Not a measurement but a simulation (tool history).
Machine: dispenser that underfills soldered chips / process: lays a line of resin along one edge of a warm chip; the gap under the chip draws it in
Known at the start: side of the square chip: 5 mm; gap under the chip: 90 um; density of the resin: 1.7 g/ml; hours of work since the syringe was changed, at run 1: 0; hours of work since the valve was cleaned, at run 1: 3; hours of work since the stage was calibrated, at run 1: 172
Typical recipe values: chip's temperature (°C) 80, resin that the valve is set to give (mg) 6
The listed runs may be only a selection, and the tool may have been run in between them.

run	hour	chip's temperature (°C)	resin that the valve is set to give (mg)	hours of work since the syringe was changed	hours of work since the valve was cleaned	hours of work since the stage was calibrated	time until the resin shows at the far edge (s)	resin that the valve gave (mg)
1	0	80	6	0	3	172	8.5	6
2	5.6	80	6	5	7	177	11.6	6
3	9.8	80	6	8	10	180	14.4	5.99
# hour 13.4: new syringe of resin
4	14.6	84	6	1	14	183	8	6
5	18.2	84	6	4	17	186	10	5.96
6	21.9	84	5.42	7	19	189	12.8	5.39
# hour 26.9: new syringe of resin
7	26.9	80	6	0	23	193	8.6	6
8	30.5	80	6	3	26	195	10.7	5.96
9	35.6	86	6	7	30	199	10.8	6.01
10	39	86	6	9	32	202	13.6	5.94
# hour 40.6: new syringe of resin
11	43.8	86	6	2	36	205	8	5.99
12	46.3	80	5.95	4	38	207	12	5.89
13	51.5	80	5.95	8	42	211	16.7	5.83
# hour 54.2: new syringe of resin
14	54.8	80	5.95	0	44	214	8.6	5.87
15	57.9	80	5.95	3	46	216	10.5	5.86
16	61.9	80	5.95	6	49	219	12.4	5.88
17	67.2	80	5.95	10	54	223	17.6	5.87
# hour 67.8: new syringe of resin
18	70.7	94	6.89	2	56	226	5.5	6.77
19	73.6	85	6	4	58	228	9.5	5.94
20	79.2	85	6	9	63	232	13.4	5.89
# hour 81.3: new syringe of resin
21	85.3	86	7.31	3	67	237	8.9	7.12

Forecast run 22:
22	89.7	86	7.31	6	70	240	?	?

{"run 22": {"time until the resin shows at the far edge (s)": 10.4, "resin that the valve gave (mg)": 7.15}}
Minus the tool's unlogged condition, the same run would have read time until the resin shows at the far edge (s) 6.8, resin that the valve gave (mg) 7.3.

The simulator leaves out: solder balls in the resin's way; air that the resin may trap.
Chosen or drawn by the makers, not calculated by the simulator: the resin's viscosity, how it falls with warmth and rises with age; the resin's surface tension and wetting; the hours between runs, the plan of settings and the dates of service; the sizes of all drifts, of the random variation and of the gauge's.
